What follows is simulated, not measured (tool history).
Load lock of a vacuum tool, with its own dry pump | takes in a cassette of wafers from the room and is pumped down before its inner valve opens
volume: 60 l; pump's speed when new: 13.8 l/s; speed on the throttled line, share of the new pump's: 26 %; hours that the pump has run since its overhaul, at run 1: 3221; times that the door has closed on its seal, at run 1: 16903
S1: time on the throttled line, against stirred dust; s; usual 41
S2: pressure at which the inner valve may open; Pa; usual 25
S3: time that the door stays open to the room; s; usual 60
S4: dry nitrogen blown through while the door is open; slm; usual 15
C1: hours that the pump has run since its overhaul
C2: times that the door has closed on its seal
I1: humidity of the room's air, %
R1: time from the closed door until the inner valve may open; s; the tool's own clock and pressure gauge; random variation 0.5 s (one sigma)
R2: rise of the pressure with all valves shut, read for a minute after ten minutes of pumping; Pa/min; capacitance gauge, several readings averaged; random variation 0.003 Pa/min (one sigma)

run    hour  S1  S2   S3  S4    C1     C2    I1    R1     R2
  1       0  41  25   60  15  3221  16903  41.5  67.5  0.101
  2     101  41  25   60  15  3322  17308  46.3  67.6  0.108
  3   200.3  41  25   60  12  3422  17706  45.4  68.4  0.112
  4     244  41  25   60  12  3465  17881  44.9    67  0.115
  5   343.3  41  25   60  12  3565  18279    46  66.6  0.118
  6   388.5  41  25   60  12  3610  18460  43.4  67.7  0.113
  7   442.7  41  25   60  15  3664  18677  43.4  67.4   0.11
  8   521.8  41  25   60  15  3743  18995  42.7  68.2  0.116
  9   606.3  41  25   60  15  3828  19333  48.8  67.4  0.118
 10   681.2  41  25   60  15  3903  19633  45.4  68.1  0.121
 11   771.2  41  25   60  15  3993  19994  46.2  67.5  0.119
 12   858.9  41  25   60  21  4080  20345  45.4  68.6   0.12
 13   922.8  41  18   60  15  4144  20601  41.2  70.1  0.123
 14  1020.6  41  18   60  15  4242  20993    46  69.7  0.124
 15  1096.5  41  25   60  15  4318  21297  43.7  67.4  0.127
 16  1191.1  77  25   60  15  4412  21676  46.5  94.4  0.129
 17  1272.7  77  25   60  15  4494  22003  45.9  94.2  0.138
 18  1370.4  41  25   60   5  4592  22395  46.1  67.9   0.14
 19  1467.9  41  25   60   5  4689  22785  44.4  67.5  0.148
 20  1559.3  37  25   57  34  4781  23152  45.3  64.5  0.136
 21  1662.3  55  25   57  34  4884  23565  43.8  77.7  0.131
 22  1746.5  41  25  186  35  4968  23902  44.8  67.3  0.156
 23  1791.6  41  35   60  31  5013  24083  42.4    67  0.138
 24  1878.7  41  25  102   6  5100  24432  47.8    68  0.172
 25  1931.5  53  25  102  26  5153  24643  44.5  77.5  0.153
 26    1999  44  36   60  15  5220  24914  44.9  68.4  0.147
 27  2051.3  80  39   45  15  5273  25124  43.4  94.1  0.152
 28  2116.9  81  19   45  15  5338  25386  46.4  98.6  0.152
 29  2185.1  81  19   45  15  5406  25659  45.5    99  0.153
 30  2235.4  81  39   45  10  5457  25861  44.7  93.8  0.156
 31  2290.8  41  25  139  15  5512  26083  41.8  68.1   0.17
 32  2366.1  70  39   60  15  5588  26385  45.9  86.9  0.164
 33  2471.1  41  48   60   5  5693  26806  46.3  64.7  0.177
 34  2534.3  41  48   60   5  5756  27059  42.8  64.5  0.179
 35  2587.2  41  20   60   5  5809  27271  43.3  69.8  0.171
 36  2679.2  41  35   60  15  5901  27640  44.4  66.9  0.168
 37  2749.2  41  25   60   6  5971  27920  48.6  67.5  0.189

Measured less the same run without the tool's hidden state. The same run-to-run variation is in both; the gauge's scatter may not be:
The hidden state here: pump's speed, % of a new pump's; leak at the door's seal, Pa l/s; drift of the gauge itself on ready_s, %; drift of the gauge itself on rise_pa_min, %.
run    R1      R2
  1  +0.7  +0.067
  2  +0.7  +0.071
  3  +0.7  +0.073
  4  +0.7  +0.075
  5  +0.8  +0.077
  6  +0.7  +0.077
  7  +0.7  +0.077
  8  +0.8   +0.08
  9  +0.8  +0.081
 10  +0.8  +0.084
 11  +0.8  +0.087
 12  +0.9  +0.088
 13  +0.9  +0.088
 14  +0.9   +0.09
 15  +0.9  +0.094
 16  +0.6  +0.094
 17  +0.6  +0.098
 18    +1  +0.099
 19    +1  +0.103
 20  +1.1  +0.107
 21  +0.8  +0.109
 22    +1  +0.112
 23  +1.1  +0.111
 24  +1.1  +0.112
 25    +1  +0.114
 26    +1  +0.116
 27  +0.6   +0.12
 28  +0.8  +0.121
 29  +0.8  +0.122
 30  +0.6  +0.122
 31  +1.1  +0.123
 32  +0.8  +0.126
 33  +1.1  +0.129
 34  +1.1  +0.134
 35  +1.3  +0.133
 36  +1.3  +0.133
 37  +1.3   +0.14
